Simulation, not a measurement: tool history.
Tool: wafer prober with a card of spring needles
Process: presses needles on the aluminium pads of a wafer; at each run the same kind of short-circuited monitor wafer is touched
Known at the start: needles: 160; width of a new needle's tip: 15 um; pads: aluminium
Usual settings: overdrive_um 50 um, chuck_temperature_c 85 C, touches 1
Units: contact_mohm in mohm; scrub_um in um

run 1 hour=0 | overdrive_um=50 chuck_temperature_c=85 touches=1 | contact_mohm=142 scrub_um=8.61
-- hour=18.3 tips cleaned on abrasive film
run 2 hour=24.5 | overdrive_um=50 chuck_temperature_c=85 touches=1 | contact_mohm=142 scrub_um=8.6
-- hour=46.9 tips cleaned on abrasive film
run 3 hour=57.8 | overdrive_um=50 chuck_temperature_c=85 touches=1 | contact_mohm=144 scrub_um=8.6
-- hour=75.6 tips cleaned on abrasive film
run 4 hour=89.6 | overdrive_um=50 chuck_temperature_c=85 touches=1 | contact_mohm=146 scrub_um=8.6
-- hour=102.6 tips cleaned on abrasive film
run 5 hour=123.5 | overdrive_um=65 chuck_temperature_c=85 touches=1 | contact_mohm=142 scrub_um=11.16
-- hour=130.4 tips cleaned on abrasive film
run 6 hour=149.9 | overdrive_um=65 chuck_temperature_c=85 touches=1 | contact_mohm=141 scrub_um=11.17
-- hour=158.4 tips cleaned on abrasive film
run 7 hour=182.2 | overdrive_um=49 chuck_temperature_c=85 touches=1 | contact_mohm=140 scrub_um=8.41
-- hour=186.7 tips cleaned on abrasive film
-- hour=214.1 tips cleaned on abrasive film
run 8 hour=219.4 | overdrive_um=50 chuck_temperature_c=85 touches=1 | contact_mohm=142 scrub_um=8.56
-- hour=240.8 tips cleaned on abrasive film
run 9 hour=242.5 | overdrive_um=50 chuck_temperature_c=85 touches=1 | contact_mohm=142 scrub_um=8.58
-- hour=268.6 tips cleaned on abrasive film
run 10 hour=268.6 | overdrive_um=50 chuck_temperature_c=85 touches=1 | contact_mohm=142 scrub_um=8.57
run 11 hour=295.2 | overdrive_um=50 chuck_temperature_c=85 touches=1 | contact_mohm=143 scrub_um=8.56
-- hour=297.4 tips cleaned on abrasive film
-- hour=314.6 height of the first contact set anew
-- hour=326 tips cleaned on abrasive film
run 12 hour=327.4 | overdrive_um=50 chuck_temperature_c=85 touches=1 | contact_mohm=141 scrub_um=8.56
run 13 hour=348.4 | overdrive_um=58 chuck_temperature_c=85 touches=1 | contact_mohm=142 scrub_um=9.91
-- hour=354.3 tips cleaned on abrasive film
run 14 hour=373.3 | overdrive_um=33 chuck_temperature_c=59 touches=1 | contact_mohm=142 scrub_um=5.64
-- hour=382.1 tips cleaned on abrasive film
run 15 hour=388.9 | overdrive_um=69 chuck_temperature_c=37 touches=1 | contact_mohm=134 scrub_um=11.78
run 16 hour=405.7 | overdrive_um=69 chuck_temperature_c=37 touches=1 | contact_mohm=133 scrub_um=11.77
-- hour=411.1 tips cleaned on abrasive film
run 17 hour=435.5 | overdrive_um=32 chuck_temperature_c=85 touches=2 | contact_mohm=149 scrub_um=5.47
-- hour=439 tips cleaned on abrasive film
-- hour=466 tips cleaned on abrasive film
run 18 hour=471.2 | overdrive_um=50 chuck_temperature_c=30 touches=1 | contact_mohm=136 scrub_um=8.52
run 19 hour=488.8 | overdrive_um=50 chuck_temperature_c=30 touches=1 | contact_mohm=136 scrub_um=8.53
-- hour=493.8 tips cleaned on abrasive film
run 20 hour=510.2 | overdrive_um=42 chuck_temperature_c=32 touches=1 | contact_mohm=134 scrub_um=7.16
-- hour=522.4 tips cleaned on abrasive film
run 21 hour=531.9 | overdrive_um=42 chuck_temperature_c=32 touches=1 | contact_mohm=138 scrub_um=7.15
run 22 hour=547.2 | overdrive_um=42 chuck_temperature_c=32 touches=2 | contact_mohm=136 scrub_um=7.14
-- hour=552.4 tips cleaned on abrasive film
run 23 hour=564.7 | overdrive_um=33 chuck_temperature_c=82 touches=1 | contact_mohm=146 scrub_um=5.61
-- hour=579.9 tips cleaned on abrasive film
run 24 hour=598.5 | overdrive_um=38 chuck_temperature_c=82 touches=2 | contact_mohm=144 scrub_um=6.46

Hidden state or all else? Some run-to-run changes of scrub_um, split into what the settings, what came in and random variation would give without the hidden state, and what is left for the hidden state (with any gauge scatter that isn't in both results):
The hidden state here: debris on the tips, nm; way that the needles fall short of the set height, um; tips' diameter, um; drift of the gauge itself on contact_mohm, %; drift of the gauge itself on scrub_um, %.
Run 14 -> 15: overdrive_um 33 -> 69, chuck_temperature_c 59 -> 37, tips cleaned on abrasive film. scrub_um +6.14 um: hidden state -0.06, all else +6.2.
Run 16 -> 17: overdrive_um 69 -> 32, chuck_temperature_c 37 -> 85, touches 1 -> 2, tips cleaned on abrasive film. scrub_um -6.3 um: hidden state +0.05, all else -6.35.
